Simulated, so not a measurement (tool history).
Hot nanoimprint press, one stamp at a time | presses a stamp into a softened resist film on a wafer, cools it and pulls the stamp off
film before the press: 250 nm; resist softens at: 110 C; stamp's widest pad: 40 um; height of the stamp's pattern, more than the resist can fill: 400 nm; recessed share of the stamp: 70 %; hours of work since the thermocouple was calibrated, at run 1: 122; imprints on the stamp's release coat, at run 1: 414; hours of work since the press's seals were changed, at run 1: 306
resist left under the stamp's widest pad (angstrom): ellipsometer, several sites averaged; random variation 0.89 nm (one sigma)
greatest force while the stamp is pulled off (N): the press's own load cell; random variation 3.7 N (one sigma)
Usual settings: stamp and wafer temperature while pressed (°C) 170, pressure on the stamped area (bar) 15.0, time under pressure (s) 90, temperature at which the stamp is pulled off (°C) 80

run,hour,stamp and wafer temperature while pressed (°C),pressure on the stamped area (bar),time under pressure (s),temperature at which the stamp is pulled off (°C),hours of work since the thermocouple was calibrated,imprints on the stamp's release coat,hours of work since the press's seals were changed,resist left under the stamp's widest pad (angstrom),greatest force while the stamp is pulled off (N)
1,0.0,170,15.0,90,80,122,414,306,1215,193
2,8.9,170,15.0,90,80,128,459,313,1230,209
3,16.7,170,15.0,90,80,134,498,319,1226,204
4,25.6,170,15.0,68,80,141,543,325,1369,211
5,33.7,170,15.0,68,80,147,583,331,1347,213
6,40.7,182,15.0,90,80,152,619,336,756,210
7,52.2,170,15.0,90,80,160,676,345,1230,222
8,59.4,162,15.0,90,80,166,713,350,1690,215
9,66.1,162,15.0,90,80,171,746,355,1700,216
10,74.5,162,15.0,90,80,177,789,361,1681,222
11,80.5,162,15.0,90,80,181,819,366,1667,226
12,90.0,170,15.0,53,85,188,866,373,1461,227
13,99.2,160,11.3,81,86,195,913,380,1979,226
14,110.8,160,11.3,81,86,204,971,388,2001,219
15,117.0,179,15.0,79,75,209,1002,393,876,246
16,129.5,172,15.0,90,80,218,1065,402,1130,239
17,141.9,170,23.5,120,81,227,1127,411,871,250
18,150.9,170,16.0,125,82,234,1173,418,1049,256
19,163.1,170,12.8,152,70,243,1234,427,1100,277
20,176.4,170,12.0,152,84,253,1301,437,1132,250
21,186.1,162,12.9,73,84,260,1350,444,1847,259
22,198.3,160,22.8,90,80,269,1411,453,1544,268

4 ways to go on from here, each from the tool as it stands after run 22. What would each give?
A,210.6,163,9.3,90,80,278,1473,463,?,?
B,210.6,167,18.3,90,80,278,1473,463,?,?
C,210.6,170,13.1,158,80,278,1473,463,?,?
D,210.6,160,22.8,90,86,278,1473,463,?,?

run,resist left under the stamp's widest pad (angstrom),greatest force while the stamp is pulled off (N)
A,1894,259
B,1252,269
C,1067,257
D,1539,259
Without the tool's hidden state the same runs would have given:
run,resist left under the stamp's widest pad (angstrom),greatest force while the stamp is pulled off (N)
A,1916,171
B,1267,177
C,1083,169
D,1554,171
